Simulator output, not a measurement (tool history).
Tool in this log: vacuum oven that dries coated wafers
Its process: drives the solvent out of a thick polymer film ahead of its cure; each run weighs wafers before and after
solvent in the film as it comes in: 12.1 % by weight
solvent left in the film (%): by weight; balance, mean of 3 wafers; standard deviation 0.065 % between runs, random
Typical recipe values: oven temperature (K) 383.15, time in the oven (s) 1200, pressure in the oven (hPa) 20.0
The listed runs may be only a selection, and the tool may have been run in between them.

run     day  oven temperature (K)  time in the oven (s)  pressure in the oven (hPa)  solvent left in the film (%)
  1   0.000                383.15                  1200                        20.0                          4.15
  2   1.096                383.15                  1200                        20.0                          4.00
  3   2.296                383.15                   960                        20.0                          4.87
  4   3.483                383.15                   960                        20.0                          4.78
  5   4.729                383.15                  1200                        20.0                          3.98
  6   5.779                383.15                  1200                        20.0                          4.12
  7   7.200                383.15                  1200                        20.0                          4.20
  8   8.546                383.15                  1200                        20.0                          4.12
  9   9.371                383.15                  1200                        27.7                          4.90
 10  10.354                389.15                  1200                        20.0                          2.98
 11  11.617                383.15                   840                        20.0                          5.12
 12  12.825                390.15                  1200                        20.3                          2.79
 13  13.838                387.15                  1140                        33.5                          4.54
 14  15.342                383.15                  1860                        20.0                          3.11
 15  16.308                383.15                  1860                        20.0                          3.22
 16  17.908                383.15                  1860                        20.0                          3.22
 17  19.075                386.15                  1620                        33.0                          4.31
 18  20.108                383.15                   840                        16.1                          4.79
 19  21.942                389.15                   900                        70.7                          7.97
 20  23.333                375.15                  1200                        20.0                          5.99
 21  24.517                375.15                  1020                        20.0                          6.54
 22  26.154                396.15                  1620                        20.0                          1.80

What if the next run were any one of these 5? Each begins from the tool's condition after run 22:
  A  27.479                390.15                  1200                        20.0                             ?
  B  27.479                383.15                  1200                        60.1                             ?
  C  27.479                378.15                   600                        28.9                             ?
  D  27.479                375.15                  1500                        15.7                             ?
  E  27.479                390.15                  1080                        36.1                             ?

run  solvent left in the film (%)
  A                          2.78
  B                          8.40
  C                          7.94
  D                          4.92
  E                          4.50
Had the tool no hidden state, the same runs would have come out as:
run  solvent left in the film (%)
  A                          2.77
  B                          8.40
  C                          7.93
  D                          4.92
  E                          4.50
